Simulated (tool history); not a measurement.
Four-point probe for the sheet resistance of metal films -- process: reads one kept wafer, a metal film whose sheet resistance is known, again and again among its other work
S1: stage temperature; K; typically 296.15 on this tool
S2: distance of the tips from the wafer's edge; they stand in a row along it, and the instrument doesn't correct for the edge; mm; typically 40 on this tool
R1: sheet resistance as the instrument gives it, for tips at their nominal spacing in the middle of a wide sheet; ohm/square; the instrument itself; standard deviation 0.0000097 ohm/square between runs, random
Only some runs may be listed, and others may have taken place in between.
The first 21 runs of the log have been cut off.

| run | hour | S1 | S2 | R1 |
|---|---|---|---|---|
| 22 | 676.5 | 296.15 | 12 | 0.048566 |
| 23 | 709.4 | 294.15 | 12 | 0.048511 |
| 24 | 743.9 | 296.15 | 43 | 0.048518 |
| 25 | 768.2 | 294.15 | 31 | 0.048481 |
| 26 | 811.4 | 292.15 | 40 | 0.048435 |
| 27 | 844.5 | 302.15 | 28 | 0.048644 |
| 28 | 875.2 | 293.15 | 19 | 0.048469 |
| 29 | 904.8 | 291.15 | 17 | 0.048420 |
| 30 | 933.5 | 291.15 | 17 | 0.048429 |
| 31 | 978.6 | 291.15 | 3 | 0.049127 |
| 32 | 1020.3 | 296.15 | 5 | 0.048776 |
| 33 | 1060.6 | 292.15 | 20 | 0.048440 |
| 34 | 1079.5 | 307.15 | 65 | 0.048743 |
| 35 | 1101.1 | 307.15 | 65 | 0.048748 |
| 36 | 1128.1 | 295.15 | 26 | 0.048499 |
| 37 | 1167.5 | 295.15 | 26 | 0.048500 |
| 38 | 1212.6 | 301.15 | 18 | 0.048640 |
| 39 | 1251.2 | 295.15 | 6 | 0.048675 |
| 40 | 1275.1 | 304.15 | 16 | 0.048693 |
| 41 | 1304.7 | 304.15 | 16 | 0.048710 |
| 42 | 1329.1 | 304.15 | 4 | 0.049082 |
| 43 | 1350.0 | 292.15 | 32 | 0.048442 |
| 44 | 1381.0 | 306.15 | 18 | 0.048758 |

Alternative continuations, all from the tool just after run 44; predict every row:
| A | 1406.8 | 294.15 | 4 | ? |
| B | 1406.8 | 293.15 | 40 | ? |
| C | 1406.8 | 307.15 | 18 | ? |
| D | 1406.8 | 295.15 | 40 | ? |
| E | 1406.8 | 293.15 | 27 | ? |

| run | R1 |
|---|---|
| A | 0.048865 |
| B | 0.048452 |
| C | 0.048787 |
| D | 0.048504 |
| E | 0.048443 |
What these runs would have given with no unlogged condition in the tool:
| run | R1 |
|---|---|
| A | 0.048851 |
| B | 0.048438 |
| C | 0.048773 |
| D | 0.048489 |
| E | 0.048429 |
